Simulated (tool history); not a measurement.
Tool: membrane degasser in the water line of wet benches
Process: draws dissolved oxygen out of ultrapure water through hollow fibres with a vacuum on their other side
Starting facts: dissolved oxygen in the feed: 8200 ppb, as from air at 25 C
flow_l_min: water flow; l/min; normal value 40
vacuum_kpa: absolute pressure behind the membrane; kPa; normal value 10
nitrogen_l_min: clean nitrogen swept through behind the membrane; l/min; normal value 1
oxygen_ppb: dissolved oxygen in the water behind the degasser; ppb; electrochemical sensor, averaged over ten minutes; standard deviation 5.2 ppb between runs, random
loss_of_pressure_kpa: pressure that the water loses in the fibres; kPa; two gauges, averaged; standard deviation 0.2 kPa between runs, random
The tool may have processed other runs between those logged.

{"run": 1, "hour": 0.0, "flow_l_min": 40, "vacuum_kpa": 10, "nitrogen_l_min": 1, "oxygen_ppb": 565.5, "loss_of_pressure_kpa": 47.42}
{"run": 2, "hour": 93.8, "flow_l_min": 40, "vacuum_kpa": 10, "nitrogen_l_min": 1, "oxygen_ppb": 571.9, "loss_of_pressure_kpa": 47.93}
{"run": 3, "hour": 191.2, "flow_l_min": 40, "vacuum_kpa": 10, "nitrogen_l_min": 1, "oxygen_ppb": 561.9, "loss_of_pressure_kpa": 47.65}
{"run": 4, "hour": 308.4, "flow_l_min": 40, "vacuum_kpa": 10, "nitrogen_l_min": 1, "oxygen_ppb": 572.1, "loss_of_pressure_kpa": 47.91}
{"run": 5, "hour": 406.4, "flow_l_min": 40, "vacuum_kpa": 10, "nitrogen_l_min": 1, "oxygen_ppb": 567.2, "loss_of_pressure_kpa": 48.09}
{"run": 6, "hour": 593.3, "flow_l_min": 40, "vacuum_kpa": 10, "nitrogen_l_min": 1, "oxygen_ppb": 573.1, "loss_of_pressure_kpa": 47.76}
{"run": 7, "hour": 748.0, "flow_l_min": 51, "vacuum_kpa": 10, "nitrogen_l_min": 1, "oxygen_ppb": 704.1, "loss_of_pressure_kpa": 61.54}
{"hour": 811.7, "done": "vacuum gauge calibrated"}
{"run": 8, "hour": 862.9, "flow_l_min": 40, "vacuum_kpa": 10, "nitrogen_l_min": 1, "oxygen_ppb": 526.8, "loss_of_pressure_kpa": 47.86}
{"run": 9, "hour": 981.5, "flow_l_min": 40, "vacuum_kpa": 6.7, "nitrogen_l_min": 1, "oxygen_ppb": 278.6, "loss_of_pressure_kpa": 48.21}
{"run": 10, "hour": 1176.5, "flow_l_min": 40, "vacuum_kpa": 6.7, "nitrogen_l_min": 1, "oxygen_ppb": 284.2, "loss_of_pressure_kpa": 47.89}
{"run": 11, "hour": 1372.1, "flow_l_min": 40, "vacuum_kpa": 6.7, "nitrogen_l_min": 1, "oxygen_ppb": 283.3, "loss_of_pressure_kpa": 48.43}
{"run": 12, "hour": 1510.4, "flow_l_min": 40, "vacuum_kpa": 6.7, "nitrogen_l_min": 1, "oxygen_ppb": 286.2, "loss_of_pressure_kpa": 48.27}
{"run": 13, "hour": 1659.6, "flow_l_min": 40, "vacuum_kpa": 8.2, "nitrogen_l_min": 1, "oxygen_ppb": 398.3, "loss_of_pressure_kpa": 48.32}
{"run": 14, "hour": 1843.3, "flow_l_min": 29, "vacuum_kpa": 8.2, "nitrogen_l_min": 2.22, "oxygen_ppb": 155.5, "loss_of_pressure_kpa": 34.93}
{"run": 15, "hour": 2033.0, "flow_l_min": 53, "vacuum_kpa": 8, "nitrogen_l_min": 1.15, "oxygen_ppb": 449.1, "loss_of_pressure_kpa": 64.56}

Run 16 is up next; what results do you expect?
{"run": 16, "hour": 2227.5, "flow_l_min": 53, "vacuum_kpa": 8, "nitrogen_l_min": 1.15, "oxygen_ppb": "?", "loss_of_pressure_kpa": "?"}

oxygen_ppb: 449.7 ppb
loss_of_pressure_kpa: 64.62 kPa
With no hidden state in the tool, this same run would have given oxygen_ppb 434 ppb, loss_of_pressure_kpa 60.27 kPa.

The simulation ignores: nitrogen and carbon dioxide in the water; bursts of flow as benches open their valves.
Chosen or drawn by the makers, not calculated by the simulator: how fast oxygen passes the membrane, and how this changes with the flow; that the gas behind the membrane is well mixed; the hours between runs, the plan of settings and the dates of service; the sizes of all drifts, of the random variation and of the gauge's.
